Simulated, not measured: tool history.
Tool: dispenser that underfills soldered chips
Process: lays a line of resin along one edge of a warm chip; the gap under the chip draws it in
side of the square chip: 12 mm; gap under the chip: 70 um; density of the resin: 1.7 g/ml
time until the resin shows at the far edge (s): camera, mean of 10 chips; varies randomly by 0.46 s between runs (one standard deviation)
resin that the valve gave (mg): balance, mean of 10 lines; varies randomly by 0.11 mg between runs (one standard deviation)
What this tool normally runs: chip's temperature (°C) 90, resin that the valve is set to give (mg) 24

run	day	chip's temperature (°C)	resin that the valve is set to give (mg)	time until the resin shows at the far edge (s)	resin that the valve gave (mg)
1	0	90	24	41.6	23.54
2	0.375	90	24	65.5	23.28
# day 0.592: new syringe of resin
3	0.608	90	24	36.1	23.42
4	0.921	90	28.6	54.2	27.9
5	1.212	90	27.6	80	26.94
# day 1.271: new syringe of resin
6	1.483	90	27.6	46.7	26.73
7	1.792	90	27.6	71.4	26.57
# day 1.958: new syringe of resin
8	2.254	90	27.6	52.3	26.61
9	2.496	80	24	115.2	23.07
# day 2.65: new syringe of resin
10	2.829	80	24	72.8	23.08
11	3.112	80	24	105.6	22.95
# day 3.312: new syringe of resin
12	3.55	99	24	33.5	22.87
# day 3.696: dispensing valve cleaned and set on the balance
13	3.912	99	24	51.9	24
# day 4.038: new syringe of resin
14	4.375	99	24	38.3	23.91
15	4.65	100	24	52.6	23.95
# day 4.704: new syringe of resin
16	4.904	100	24	31.3	23.72
17	5.225	100	24	47.2	23.58
# day 5.371: new syringe of resin
18	5.554	100	24	29.9	23.75
19	5.992	92	21.3	78.6	20.96
# day 6.046: new syringe of resin
20	6.458	89	25.6	64.7	25.11
# day 6.733: new syringe of resin
21	6.917	84	22.6	61.6	22.24
22	7.142	104	26.6	33.3	25.92
# day 7.421: new syringe of resin
23	7.479	97	26.6	28.7	25.85
24	7.875	97	26.6	48.3	25.87

The next listed run, before its measurement:
# day 8.104: new syringe of resin
25	8.312	85	21.4	?	?

time until the resin shows at the far edge (s): 63
resin that the valve gave (mg): 20.69
Take away the tool's hidden state, keep the run-to-run variation as it was, and the same run would have given time until the resin shows at the far edge (s) 45, resin that the valve gave (mg) 21.35.
